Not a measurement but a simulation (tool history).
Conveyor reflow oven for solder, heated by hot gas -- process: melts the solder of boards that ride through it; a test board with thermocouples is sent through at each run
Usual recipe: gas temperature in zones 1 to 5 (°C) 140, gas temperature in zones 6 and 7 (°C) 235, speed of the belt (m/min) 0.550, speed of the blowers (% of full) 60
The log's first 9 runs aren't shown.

run	hour	gas temperature in zones 1 to 5 (°C)	gas temperature in zones 6 and 7 (°C)	speed of the belt (m/min)	speed of the blowers (% of full)	highest temperature of the board (°C)	time above the solder's melting point (s)
10	426.1	140	235	0.550	60	212.1	45.3
11	458.1	140	235	0.550	60	212.0	45.0
12	511.2	140	235	0.550	60	212.1	45.3
13	535.9	140	235	0.550	60	211.9	44.8
14	570.6	140	235	0.550	60	212.1	44.9
15	613.7	140	235	0.516	60	214.5	50.9
# hour 637.5: flux residue cleaned out of gas plates and filters
16	659.5	140	235	0.550	60	213.7	46.4
17	712.1	151	235	0.632	64	212.1	42.2
18	749.0	140	235	0.608	61	209.7	38.1
19	779.4	145	235	0.470	57	219.1	62.4
20	805.3	130	229	0.550	60	205.7	37.4
21	854.3	142	236	0.578	75	216.9	47.2
22	899.3	142	244	0.578	75	223.1	51.8
23	939.8	126	235	0.550	62	210.3	39.9
24	963.8	140	235	0.604	69	212.0	40.9
25	997.3	140	235	0.604	69	211.9	40.6
26	1030.9	140	235	0.604	69	212.1	41.0
27	1055.9	126	227	0.492	66	209.4	44.7
# hour 1076.2: flux residue cleaned out of gas plates and filters
28	1102.8	126	227	0.492	66	211.0	47.2
# hour 1148.9: belt drive overhauled, speed set with a stopwatch
# hour 1157.3: thermocouples of zones 6 and 7 changed
29	1157.3	140	235	0.464	60	216.0	57.0
30	1206.5	126	237	0.464	63	216.0	52.7
31	1262.5	147	237	0.507	63	216.8	55.4

Branching from run 31: 3 alternative next runs. What would each branch give?
A	1288.1	133	245	0.609	63	?	?
B	1288.1	138	237	0.507	78	?	?
C	1288.1	150	235	0.550	60	?	?

run	highest temperature of the board (°C)	time above the solder's melting point (s)
A	212.3	37.7
B	218.1	53.7
C	212.4	48.3
Without the tool's hidden state the same runs would have given:
run	highest temperature of the board (°C)	time above the solder's melting point (s)
A	213.1	38.3
B	218.7	54.1
C	213.0	48.7

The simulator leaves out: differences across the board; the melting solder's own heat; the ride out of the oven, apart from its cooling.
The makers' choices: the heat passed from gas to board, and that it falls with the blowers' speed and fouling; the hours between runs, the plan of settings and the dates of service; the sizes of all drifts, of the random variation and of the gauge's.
